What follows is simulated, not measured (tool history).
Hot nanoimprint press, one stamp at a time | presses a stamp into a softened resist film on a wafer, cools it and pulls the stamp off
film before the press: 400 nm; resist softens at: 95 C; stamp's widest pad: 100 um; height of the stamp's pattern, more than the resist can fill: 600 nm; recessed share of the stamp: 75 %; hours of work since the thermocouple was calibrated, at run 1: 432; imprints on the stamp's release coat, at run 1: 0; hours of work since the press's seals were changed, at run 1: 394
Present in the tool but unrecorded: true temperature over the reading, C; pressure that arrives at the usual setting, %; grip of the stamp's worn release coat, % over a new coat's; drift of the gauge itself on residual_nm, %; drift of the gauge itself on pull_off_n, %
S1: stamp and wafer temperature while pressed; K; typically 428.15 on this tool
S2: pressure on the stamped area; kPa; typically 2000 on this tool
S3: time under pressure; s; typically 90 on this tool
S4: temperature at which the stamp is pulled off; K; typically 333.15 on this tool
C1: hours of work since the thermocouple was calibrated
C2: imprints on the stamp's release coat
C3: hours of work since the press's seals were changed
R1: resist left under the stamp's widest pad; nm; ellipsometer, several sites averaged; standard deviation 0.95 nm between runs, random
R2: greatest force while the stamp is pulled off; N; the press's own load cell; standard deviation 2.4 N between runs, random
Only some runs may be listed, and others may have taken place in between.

run    hour      S1    S2   S3      S4   C1   C2    C3     R1   R2
  1     0.0  428.15  2000   90  333.15  432    0   394  147.2  126
       17.0  -- plate thermocouple calibrated
  2    71.1  428.15  2000   90  331.15   31  230   433  155.9  142
  3   153.7  428.15  2000   90  333.15   77  509   479  154.9  141
  4   196.8  428.15  2000  108  333.15  101  654   504  143.2  140
  5   249.3  425.15  2000   90  333.15  131  832   533  176.6  143
      274.9  -- stamp cleaned and given a new release coat
  6   304.4  425.15  2000   90  333.15  159  100   561  176.1  127
  7   377.1  425.15  2000   90  333.15  200  345   602  177.2  137
  8   437.3  428.15  2000   90  333.15  234  548   636  154.6  138
  9   488.7  417.15  2000   90  333.15  263  722   665  250.5  143
      548.3  -- stamp cleaned and given a new release coat
 10   552.9  417.15  2000   90  333.15  295   16   698  252.5  124
 11   621.0  428.15  2000   90  333.15  334  246   736  152.7  132
 12   709.3  428.15  2000   90  333.15  384  544   786  152.6  144
 13   794.7  428.15  2000   90  333.15  432  833   834  151.3  144
      809.5  -- plate thermocouple calibrated
      827.7  -- stamp cleaned and given a new release coat
 14   884.8  428.15  1400   90  333.15   39  193   880  188.6  134
 15   943.8  428.15  1900   90  319.15   72  392   913  161.4  197
 16  1003.8  428.15  1900   90  319.15  106  595   947  161.9  194
 17  1064.7  428.15  1900   90  319.15  141  800   981  162.3  194
     1101.3  -- stamp cleaned and given a new release coat
 18  1153.4  428.15  1900   90  319.15  187  176  1028  161.6  187
 19  1231.5  428.15  1900   90  319.15  231  439  1072  161.6  189
 20  1318.9  431.15  2980   99  330.15  281  735  1121  107.7  151
 21  1360.5  419.15  1720   90  333.15  304  875  1145  249.1  141
     1373.6  -- stamp cleaned and given a new release coat
 22  1420.1  431.15  1790  118  328.15  334  157  1175  130.1  150
 23  1492.0  431.15  1790  118  319.15  375  400  1215  128.8  188
 24  1565.7  419.15  2000   90  333.15  416  649  1257  235.4  142
     1611.4  -- plate thermocouple calibrated
 25  1618.1  417.15  2000  108  333.15    4  816  1285  246.4  144
     1647.8  -- stamp cleaned and given a new release coat
 26  1678.0  425.15  1450   90  333.15   34  102  1315  211.2  130
     1727.5  -- press's hydraulic seals changed and the load cell set to zero
 27  1747.4  425.15  1450   90  333.15   69  310    11  203.7  138
 28  1835.8  425.15  1450   90  333.15  119  608    61  206.0  139

Forecast each of these 4 alternatives for the next run:
     1928.3  -- stamp cleaned and given a new release coat
  A  1928.3  425.15  1230  90  333.15  167   0  110   ?   ?
     1928.3  -- stamp cleaned and given a new release coat
  B  1928.3  428.15  2000  90  338.15  167   0  110   ?   ?
     1928.3  -- stamp cleaned and given a new release coat
  C  1928.3  417.15  2000  90  333.15  167   0  110   ?   ?
     1928.3  -- stamp cleaned and given a new release coat
  D  1928.3  418.15  1240  47  333.15  167   0  110   ?   ?

run     R1   R2
  A  219.4  128
  B  150.8  105
  C  248.7  127
  D  326.3  125
Without the tool's unlogged condition, the same runs would have read:
run     R1   R2
  A  222.0  130
  B  152.6  106
  C  251.5  129
  D  328.6  126
